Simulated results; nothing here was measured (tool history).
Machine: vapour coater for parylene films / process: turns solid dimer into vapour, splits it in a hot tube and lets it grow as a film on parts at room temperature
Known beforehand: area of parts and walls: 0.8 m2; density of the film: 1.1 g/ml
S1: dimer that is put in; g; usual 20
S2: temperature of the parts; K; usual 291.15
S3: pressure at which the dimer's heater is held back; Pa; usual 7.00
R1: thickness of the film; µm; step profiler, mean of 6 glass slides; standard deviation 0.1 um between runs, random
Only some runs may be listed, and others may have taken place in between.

run 1 hour=0.0 | S1=20 S2=291.15 S3=7.00 | R1=16.80
run 2 hour=17.0 | S1=20 S2=291.15 S3=8.09 | R1=16.50
-- hour=23.1 trap's valve overhauled
run 3 hour=39.8 | S1=20 S2=291.15 S3=8.09 | R1=16.55
run 4 hour=50.1 | S1=20 S2=291.15 S3=8.09 | R1=16.45
run 5 hour=64.8 | S1=20 S2=291.15 S3=7.00 | R1=16.75
run 6 hour=85.7 | S1=20 S2=291.15 S3=7.00 | R1=16.53
run 7 hour=107.4 | S1=20 S2=291.15 S3=7.00 | R1=16.63
run 8 hour=129.3 | S1=20 S2=291.15 S3=7.00 | R1=16.70
run 9 hour=149.0 | S1=20 S2=291.15 S3=7.00 | R1=16.58
run 10 hour=170.1 | S1=20 S2=291.15 S3=2.49 | R1=17.93
run 11 hour=189.9 | S1=20 S2=291.15 S3=2.49 | R1=17.79
run 12 hour=210.9 | S1=20 S2=292.15 S3=11.47 | R1=15.65

Predict the results of run 13:
run 13 hour=227.7 | S1=20 S2=292.15 S3=11.47 | R1=?

R1: 15.97 µm
On a tool with no hidden condition, and with the same random variation, this run would have come out at R1 15.98 µm.
